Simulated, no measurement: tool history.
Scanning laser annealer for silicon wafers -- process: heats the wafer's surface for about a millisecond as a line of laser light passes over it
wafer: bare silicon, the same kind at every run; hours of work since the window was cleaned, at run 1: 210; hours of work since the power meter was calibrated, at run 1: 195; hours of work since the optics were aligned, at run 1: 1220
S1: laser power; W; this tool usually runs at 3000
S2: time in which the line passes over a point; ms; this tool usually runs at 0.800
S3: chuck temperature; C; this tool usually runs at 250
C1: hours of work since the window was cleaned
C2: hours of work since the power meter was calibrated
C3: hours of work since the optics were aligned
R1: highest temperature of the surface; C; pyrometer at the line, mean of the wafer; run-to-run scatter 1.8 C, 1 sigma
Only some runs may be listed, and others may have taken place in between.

run 1 hour=0.0 | S1=3000 S2=0.800 S3=250 | C1=210 C2=195 C3=1220 | R1=973
run 2 hour=7.9 | S1=2723 S2=0.800 S3=250 | C1=214 C2=199 C3=1224 | R1=888
run 3 hour=25.0 | S1=2723 S2=0.800 S3=250 | C1=223 C2=208 C3=1232 | R1=891
run 4 hour=35.7 | S1=2723 S2=0.800 S3=250 | C1=229 C2=214 C3=1238 | R1=891
run 5 hour=43.8 | S1=2723 S2=0.800 S3=250 | C1=233 C2=218 C3=1242 | R1=889
run 6 hour=59.4 | S1=2723 S2=0.800 S3=250 | C1=241 C2=226 C3=1250 | R1=887
run 7 hour=72.9 | S1=2707 S2=0.636 S3=212 | C1=248 C2=233 C3=1257 | R1=774
run 8 hour=81.2 | S1=2707 S2=0.636 S3=212 | C1=252 C2=237 C3=1261 | R1=768
run 9 hour=89.0 | S1=2646 S2=0.659 S3=285 | C1=256 C2=241 C3=1265 | R1=839
run 10 hour=100.7 | S1=3204 S2=0.800 S3=250 | C1=262 C2=247 C3=1271 | R1=1030

Hidden state or all else? Some run-to-run changes of R1, split into what the settings, what came in and random variation would give without the hidden state, and what is left for the hidden state (with any gauge scatter that isn't in both results):
Unlogged tool condition in this case: light that passes the window, % of a clean one's; laser's true power over the reading, %; width of the line over the set one, %; drift of the gauge itself on peak_c, C.
Run 9 -> 10: S1 2646 -> 3204, S2 0.659 -> 0.800, S3 285 -> 250. R1 +191 C: hidden state -13, all else +204.
